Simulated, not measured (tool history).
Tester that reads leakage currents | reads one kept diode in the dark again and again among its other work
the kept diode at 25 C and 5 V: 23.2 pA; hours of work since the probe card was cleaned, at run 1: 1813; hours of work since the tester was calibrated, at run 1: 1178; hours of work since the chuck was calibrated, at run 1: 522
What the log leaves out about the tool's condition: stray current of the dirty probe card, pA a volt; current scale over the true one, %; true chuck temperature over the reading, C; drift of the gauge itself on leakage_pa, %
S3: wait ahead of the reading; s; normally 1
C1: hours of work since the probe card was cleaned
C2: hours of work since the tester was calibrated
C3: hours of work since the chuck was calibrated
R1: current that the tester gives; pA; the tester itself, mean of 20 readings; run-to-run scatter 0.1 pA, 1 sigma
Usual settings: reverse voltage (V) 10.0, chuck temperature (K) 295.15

Run 1, hour 0.0: usual settings; C1 1813; C2 1178; C3 522. Result: R1 31.67 pA.
Run 2, hour 87.2: usual settings; C1 1850; C2 1215; C3 559. Result: R1 31.48 pA.
Run 3, hour 168.2: usual settings; C1 1884; C2 1249; C3 594. Result: R1 31.74 pA.
Run 4, hour 244.5: usual settings; C1 1917; C2 1282; C3 626. Result: R1 31.75 pA.
Run 5, hour 346.8: usual settings; C1 1960; C2 1325; C3 670. Result: R1 31.53 pA.
Run 6, hour 424.4: usual settings; C1 1993; C2 1358; C3 703. Result: R1 31.62 pA.
Run 7, hour 490.9: usual settings; C1 2021; C2 1386; C3 731. Result: R1 31.50 pA.
Run 8, hour 556.3: usual settings; C1 2049; C2 1414; C3 759. Result: R1 31.75 pA.
Run 9, hour 635.0: usual settings; C1 2083; C2 1448; C3 792. Result: R1 31.57 pA.
Run 10, hour 680.3: usual settings; C1 2102; C2 1467; C3 811. Result: R1 31.45 pA.
Run 11, hour 753.7: usual settings but chuck temperature (K) 313.15; C1 2133; C2 1498; C3 842. Result: R1 116.46 pA.
Run 12, hour 860.9: usual settings but chuck temperature (K) 313.15; C1 2178; C2 1543; C3 888. Result: R1 116.21 pA.
Run 13, hour 966.6: usual settings but chuck temperature (K) 313.15; C1 2223; C2 1588; C3 933. Result: R1 116.11 pA.
Run 14, hour 1011.3: usual settings but chuck temperature (K) 313.15; C1 2242; C2 1607; C3 952. Result: R1 115.20 pA.
Run 15, hour 1116.5: usual settings but chuck temperature (K) 313.15; C1 2287; C2 1652; C3 996. Result: R1 115.64 pA.
Run 16, hour 1171.1: usual settings but chuck temperature (K) 313.15; C1 2310; C2 1675; C3 1019. Result: R1 114.82 pA.
Run 17, hour 1253.6: usual settings but chuck temperature (K) 328.15; C1 2345; C2 1710; C3 1054. Result: R1 343.76 pA.
Run 18, hour 1298.2: usual settings but chuck temperature (K) 328.15; C1 2364; C2 1729; C3 1073. Result: R1 342.27 pA.
Run 19, hour 1373.8: usual settings but chuck temperature (K) 293.15; C1 2396; C2 1761; C3 1105. Result: R1 27.75 pA.
Run 20, hour 1418.7: usual settings but chuck temperature (K) 293.15; C1 2415; C2 1780; C3 1125. Result: R1 27.70 pA.
Run 21, hour 1524.8: usual settings but reverse voltage (V) 9.6, chuck temperature (K) 293.15; C1 2460; C2 1825; C3 1170. Result: R1 26.80 pA.

What does the tool deliver on the next run?
Run 22, hour 1569.7: usual settings but reverse voltage (V) 9.6, chuck temperature (K) 333.15; C1 2479; C2 1844; C3 1189. Result: R1 ?.

{"run 22": {"R1": 472.21}}
With no hidden state in the tool, this same run would have given R1 521.00 pA.
